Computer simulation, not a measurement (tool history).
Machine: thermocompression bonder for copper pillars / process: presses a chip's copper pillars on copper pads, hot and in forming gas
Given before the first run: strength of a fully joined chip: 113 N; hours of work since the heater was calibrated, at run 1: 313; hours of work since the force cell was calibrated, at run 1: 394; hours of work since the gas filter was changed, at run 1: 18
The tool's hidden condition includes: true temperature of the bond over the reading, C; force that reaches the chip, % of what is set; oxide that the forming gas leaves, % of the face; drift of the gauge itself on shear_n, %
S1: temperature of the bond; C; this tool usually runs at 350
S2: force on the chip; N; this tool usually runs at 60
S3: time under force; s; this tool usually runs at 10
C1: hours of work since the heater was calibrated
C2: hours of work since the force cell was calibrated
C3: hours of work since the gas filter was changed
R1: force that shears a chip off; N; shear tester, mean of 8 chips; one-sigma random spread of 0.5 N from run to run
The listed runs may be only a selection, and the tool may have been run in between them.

{"run": 1, "day": 0.0, "S1": 350, "S2": 60, "S3": 10, "C1": 313, "C2": 394, "C3": 18, "R1": 82.0}
{"run": 2, "day": 0.725, "S1": 350, "S2": 60, "S3": 17, "C1": 324, "C2": 405, "C3": 29, "R1": 91.1}
{"run": 3, "day": 1.442, "S1": 350, "S2": 60, "S3": 17, "C1": 336, "C2": 416, "C3": 41, "R1": 91.0}
{"run": 4, "day": 2.475, "S1": 350, "S2": 60, "S3": 17, "C1": 352, "C2": 432, "C3": 57, "R1": 91.1}
{"run": 5, "day": 3.754, "S1": 367, "S2": 60, "S3": 10, "C1": 372, "C2": 452, "C3": 77, "R1": 88.3}
{"run": 6, "day": 4.942, "S1": 367, "S2": 60, "S3": 10, "C1": 390, "C2": 471, "C3": 95, "R1": 87.7}
{"run": 7, "day": 6.042, "S1": 350, "S2": 68, "S3": 10, "C1": 408, "C2": 488, "C3": 113, "R1": 85.9}
{"run": 8, "day": 7.258, "S1": 350, "S2": 68, "S3": 10, "C1": 427, "C2": 507, "C3": 132, "R1": 87.1}
{"run": 9, "day": 8.283, "S1": 350, "S2": 68, "S3": 10, "C1": 443, "C2": 523, "C3": 148, "R1": 86.2}
{"run": 10, "day": 9.242, "S1": 350, "S2": 68, "S3": 10, "C1": 458, "C2": 538, "C3": 163, "R1": 86.2}
{"run": 11, "day": 10.371, "S1": 350, "S2": 68, "S3": 10, "C1": 475, "C2": 556, "C3": 181, "R1": 85.3}
{"run": 12, "day": 11.429, "S1": 328, "S2": 68, "S3": 10, "C1": 492, "C2": 573, "C3": 197, "R1": 75.2}
{"run": 13, "day": 12.438, "S1": 328, "S2": 68, "S3": 10, "C1": 508, "C2": 588, "C3": 213, "R1": 75.9}
{"run": 14, "day": 13.662, "S1": 328, "S2": 68, "S3": 10, "C1": 527, "C2": 607, "C3": 232, "R1": 75.0}
{"run": 15, "day": 14.525, "S1": 370, "S2": 60, "S3": 10, "C1": 540, "C2": 621, "C3": 246, "R1": 87.4}
{"run": 16, "day": 15.317, "S1": 360, "S2": 44, "S3": 7, "C1": 553, "C2": 633, "C3": 258, "R1": 59.5}
{"run": 17, "day": 16.325, "S1": 344, "S2": 60, "S3": 10, "C1": 569, "C2": 649, "C3": 274, "R1": 75.4}
{"run": 18, "day": 17.329, "S1": 332, "S2": 40, "S3": 5, "C1": 584, "C2": 665, "C3": 289, "R1": 37.1}
{"run": 19, "day": 18.054, "S1": 332, "S2": 40, "S3": 5, "C1": 596, "C2": 676, "C3": 301, "R1": 37.1}
{"run": 20, "day": 18.721, "S1": 350, "S2": 39, "S3": 20, "C1": 606, "C2": 687, "C3": 311, "R1": 68.7}
{"run": 21, "day": 19.812, "S1": 373, "S2": 37, "S3": 10, "C1": 623, "C2": 704, "C3": 328, "R1": 62.9}
{"run": 22, "day": 20.796, "S1": 373, "S2": 37, "S3": 10, "C1": 639, "C2": 719, "C3": 344, "R1": 62.8}
{"run": 23, "day": 21.9, "S1": 350, "S2": 60, "S3": 19, "C1": 656, "C2": 736, "C3": 361, "R1": 90.0}
{"day": 22.371, "done": "heater calibrated with a thermocouple chip"}
{"run": 24, "day": 23.025, "S1": 358, "S2": 60, "S3": 10, "C1": 10, "C2": 753, "C3": 377, "R1": 85.6}
{"run": 25, "day": 24.296, "S1": 358, "S2": 45, "S3": 10, "C1": 30, "C2": 773, "C3": 397, "R1": 69.7}
{"day": 24.442, "done": "forming gas filter changed"}
{"run": 26, "day": 25.038, "S1": 358, "S2": 45, "S3": 10, "C1": 41, "C2": 784, "C3": 9, "R1": 72.0}
{"run": 27, "day": 25.633, "S1": 358, "S2": 45, "S3": 10, "C1": 51, "C2": 793, "C3": 19, "R1": 71.7}
{"run": 28, "day": 26.729, "S1": 320, "S2": 59, "S3": 16, "C1": 68, "C2": 810, "C3": 36, "R1": 76.1}
{"run": 29, "day": 27.438, "S1": 328, "S2": 60, "S3": 7, "C1": 79, "C2": 822, "C3": 47, "R1": 65.3}
{"run": 30, "day": 28.192, "S1": 328, "S2": 61, "S3": 7, "C1": 91, "C2": 833, "C3": 59, "R1": 66.1}

For each entry between runs, how does the tool's hidden state at the last listed run before it compare with that at the first listed run after it?
In the gap between runs 23 and 24: heater calibrated with a thermocouple chip (day 22.371)
  true temperature of the bond over the reading, C: -8.1 -> 0; oxide that the forming gas leaves, % of the face: 3.46 -> 3.61
  difference, measured minus the result without the unlogged condition, R1: -5.0 -> -1.5 N
In the gap between runs 25 and 26: forming gas filter changed (day 24.442)
  true temperature of the bond over the reading, C: -0.2 -> -0.3; oxide that the forming gas leaves, % of the face: 3.76 -> 0.71
  difference, measured minus the result without the unlogged condition, R1: -1.1 -> +1.0 N
